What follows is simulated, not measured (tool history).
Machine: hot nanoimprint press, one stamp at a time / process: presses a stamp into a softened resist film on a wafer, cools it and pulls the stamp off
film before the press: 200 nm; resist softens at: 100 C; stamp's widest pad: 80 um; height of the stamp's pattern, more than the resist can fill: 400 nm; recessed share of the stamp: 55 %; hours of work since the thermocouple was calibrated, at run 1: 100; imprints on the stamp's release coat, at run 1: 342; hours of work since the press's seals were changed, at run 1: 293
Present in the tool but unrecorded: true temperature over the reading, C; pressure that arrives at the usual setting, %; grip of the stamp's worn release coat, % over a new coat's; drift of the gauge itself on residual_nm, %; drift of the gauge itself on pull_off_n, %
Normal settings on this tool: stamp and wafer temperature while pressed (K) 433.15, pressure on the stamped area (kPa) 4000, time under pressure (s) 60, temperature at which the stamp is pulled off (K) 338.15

| run | hour | stamp and wafer temperature while pressed (K) | pressure on the stamped area (kPa) | time under pressure (s) | temperature at which the stamp is pulled off (K) | hours of work since the thermocouple was calibrated | imprints on the stamp's release coat | hours of work since the press's seals were changed | resist left under the stamp's widest pad (angstrom) | greatest force while the stamp is pulled off (N) |
|---|---|---|---|---|---|---|---|---|---|---|
| 1 | 0 | 433.15 | 4000 | 60 | 338.15 | 100 | 342 | 293 | 1097 | 97 |
| 2 | 6.7 | 442.15 | 4000 | 60 | 338.15 | 104 | 377 | 297 | 703 | 96 |
| 3 | 13.2 | 442.15 | 4000 | 60 | 338.15 | 109 | 412 | 302 | 704 | 96 |
| 4 | 20.1 | 442.15 | 4000 | 60 | 329.15 | 114 | 450 | 306 | 699 | 100 |
| 5 | 30.7 | 433.15 | 4000 | 60 | 338.15 | 121 | 506 | 314 | 1090 | 96 |
| 6 | 36.7 | 433.15 | 4000 | 60 | 338.15 | 125 | 538 | 318 | 1104 | 95 |
| 7 | 49.8 | 433.15 | 4000 | 60 | 338.15 | 134 | 609 | 327 | 1104 | 98 |
| 8 | 60.6 | 433.15 | 4000 | 60 | 338.15 | 141 | 667 | 334 | 1103 | 94 |
| 9 | 74.6 | 433.15 | 4000 | 60 | 338.15 | 151 | 743 | 344 | 1102 | 96 |
| 10 | 87.2 | 433.15 | 5330 | 83 | 338.15 | 160 | 810 | 353 | 853 | 96 |
| 11 | 94.9 | 433.15 | 5330 | 83 | 338.15 | 165 | 852 | 358 | 853 | 95 |
| 12 | 103 | 433.15 | 5330 | 83 | 338.15 | 171 | 895 | 363 | 855 | 95 |
| 13 | 109.9 | 443.15 | 5330 | 83 | 342.15 | 175 | 932 | 368 | 499 | 92 |
| 14 | 124.1 | 433.15 | 6330 | 62 | 342.15 | 185 | 1009 | 378 | 854 | 95 |
| 15 | 130.4 | 433.15 | 4740 | 33 | 342.15 | 190 | 1043 | 382 | 1210 | 92 |
| 16 | 142.1 | 433.15 | 2550 | 33 | 338.15 | 198 | 1105 | 390 | 1533 | 96 |
| 17 | 153.7 | 433.15 | 3290 | 33 | 338.15 | 206 | 1167 | 398 | 1405 | 96 |
| 18 | 165.7 | 433.15 | 2790 | 33 | 343.15 | 214 | 1232 | 407 | 1482 | 92 |

Branching from run 18: 3 alternative next runs. What would each branch give?
| A | 178.5 | 433.15 | 3140 | 44 | 332.15 | 223 | 1301 | 415 | ? | ? |
| B | 178.5 | 433.15 | 3200 | 33 | 343.15 | 223 | 1301 | 415 | ? | ? |
| C | 178.5 | 431.15 | 2500 | 60 | 338.15 | 223 | 1301 | 415 | ? | ? |

| run | resist left under the stamp's widest pad (angstrom) | greatest force while the stamp is pulled off (N) |
|---|---|---|
| A | 1338 | 101 |
| B | 1425 | 93 |
| C | 1464 | 94 |
The same runs, with their run-to-run variation unchanged, on a tool lacking any hidden condition would have given:
| run | resist left under the stamp's widest pad (angstrom) | greatest force while the stamp is pulled off (N) |
|---|---|---|
| A | 1339 | 101 |
| B | 1426 | 93 |
| C | 1465 | 94 |
